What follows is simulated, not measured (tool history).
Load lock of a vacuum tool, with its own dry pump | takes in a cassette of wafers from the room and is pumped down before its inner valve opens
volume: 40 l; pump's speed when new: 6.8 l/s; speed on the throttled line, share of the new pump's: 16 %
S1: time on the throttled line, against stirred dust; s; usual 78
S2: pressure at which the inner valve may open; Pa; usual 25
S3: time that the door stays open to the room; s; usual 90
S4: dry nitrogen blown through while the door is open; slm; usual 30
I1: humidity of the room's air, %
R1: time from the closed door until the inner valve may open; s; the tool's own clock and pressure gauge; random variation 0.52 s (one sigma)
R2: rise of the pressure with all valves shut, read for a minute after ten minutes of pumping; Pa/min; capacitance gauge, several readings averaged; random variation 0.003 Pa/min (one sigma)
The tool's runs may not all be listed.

run,hour,S1,S2,S3,S4,I1,R1,R2
1,0.0,78,25,90,30,46.8,120.5,0.433
2,190.0,78,25,90,30,46.3,120.8,0.448
3,431.2,78,25,41,30,42.6,120.3,0.439
4,716.2,78,25,41,30,49.2,119.1,0.453
5,1000.5,78,25,90,30,46.4,119.8,0.489
# hour 1140.0: dry pump taken out, an overhauled one fitted
6,1189.6,78,25,90,30,42.4,114.3,0.488
7,1435.4,78,25,90,30,49.3,115.3,0.521
8,1719.6,78,25,90,30,41.4,115.0,0.522
9,1893.2,129,26,156,4,43.6,158.6,0.620
10,2023.6,129,26,156,4,43.5,157.4,0.617
11,2276.9,78,47,90,21,45.0,111.8,0.567
# hour 2441.8: door's seal changed, seat wiped
12,2465.2,78,47,90,21,48.3,110.1,0.068
13,2626.5,52,47,90,30,43.9,89.5,0.061
14,2764.7,97,25,90,25,45.1,131.2,0.068
15,2910.2,97,25,90,25,47.1,131.7,0.068
16,3103.2,40,25,38,25,46.3,84.0,0.039

4 ways to go on from here, each from the tool as it stands after run 16. What would each give?
A,3362.0,78,37,126,22,42.8,?,?
B,3362.0,78,25,56,30,45.2,?,?
C,3362.0,152,22,90,4,43.5,?,?
D,3362.0,40,25,38,5,46.9,?,?

run,R1,R2
A,113.4,0.087
B,115.5,0.045
C,178.9,0.106
D,83.8,0.067
Without the tool's hidden state the same runs would have given:
run,R1,R2
A,112.2,0.078
B,114.2,0.036
C,177.9,0.097
D,82.3,0.058
